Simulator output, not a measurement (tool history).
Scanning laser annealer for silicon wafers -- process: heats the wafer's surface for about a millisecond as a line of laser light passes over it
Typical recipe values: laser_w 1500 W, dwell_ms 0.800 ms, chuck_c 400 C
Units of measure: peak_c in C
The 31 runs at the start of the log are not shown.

run,hour,laser_w,dwell_ms,chuck_c,peak_c
32,801.9,1612,0.665,394,1056
33,832.8,1462,0.746,372,1006
34,851.2,1462,0.746,372,1006
35,884.2,1552,0.800,400,1102
36,914.5,1500,0.814,400,1086
37,940.2,1500,0.784,398,1063
38,958.8,1522,0.587,418,993
39,973.5,1522,0.587,418,988
40,996.4,1522,0.587,418,993

Here are 4 independent what-if runs from the current tool condition. What would each one return?
A,1014.5,1337,0.587,389,?
B,1014.5,1551,0.800,440,?
C,1014.5,1462,0.800,383,?
D,1014.5,1608,0.601,374,?

run,peak_c
A,886
B,1141
C,1037
D,988
Stripped of hidden state, with their random variation kept, the same runs would have yielded:
run,peak_c
A,916
B,1184
C,1077
D,1026
